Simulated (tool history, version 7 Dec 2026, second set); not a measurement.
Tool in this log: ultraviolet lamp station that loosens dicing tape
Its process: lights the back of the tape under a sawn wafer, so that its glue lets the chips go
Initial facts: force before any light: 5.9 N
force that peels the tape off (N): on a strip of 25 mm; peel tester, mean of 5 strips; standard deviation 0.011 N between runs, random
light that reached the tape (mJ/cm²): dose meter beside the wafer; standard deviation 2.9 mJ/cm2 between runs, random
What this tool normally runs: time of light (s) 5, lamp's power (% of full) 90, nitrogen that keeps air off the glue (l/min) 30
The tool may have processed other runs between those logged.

run	day	time of light (s)	lamp's power (% of full)	nitrogen that keeps air off the glue (l/min)	force that peels the tape off (N)	light that reached the tape (mJ/cm²)
1	0	5	90	30	0.789	320
2	0.967	5	90	30	0.823	319
3	2.588	5	90	30	0.83	316
# day 3.779: lamp changed
4	4.217	5	90	30	0.553	391
5	5.133	5	90	30	0.566	384
6	6.1	7	81	13	0.711	484
# day 6.2: window cleaned of glue's vapour
7	7.096	7	81	13	0.772	465
# day 8.654: window cleaned of glue's vapour, once more
8	8.654	7	81	13	0.644	505
9	9.538	6	74	13	1.053	401
10	10.954	7	78	24	0.443	480

Below are 5 alternative next runs, each starting from the tool's condition after run 10. Predict each:
A	12.167	2	71	24	?	?
B	12.167	6	63	30	?	?
C	12.167	4	77	24	?	?
D	12.167	3	90	30	?	?
E	12.167	4	80	21	?	?

run	force that peels the tape off (N)	light that reached the tape (mJ/cm²)
A	2.831	123
B	0.761	329
C	1.252	270
D	1.369	241
E	1.319	278
With no hidden state in the tool, these same runs would have given:
run	force that peels the tape off (N)	light that reached the tape (mJ/cm²)
A	2.695	131
B	0.669	352
C	1.131	288
D	1.24	257
E	1.192	297

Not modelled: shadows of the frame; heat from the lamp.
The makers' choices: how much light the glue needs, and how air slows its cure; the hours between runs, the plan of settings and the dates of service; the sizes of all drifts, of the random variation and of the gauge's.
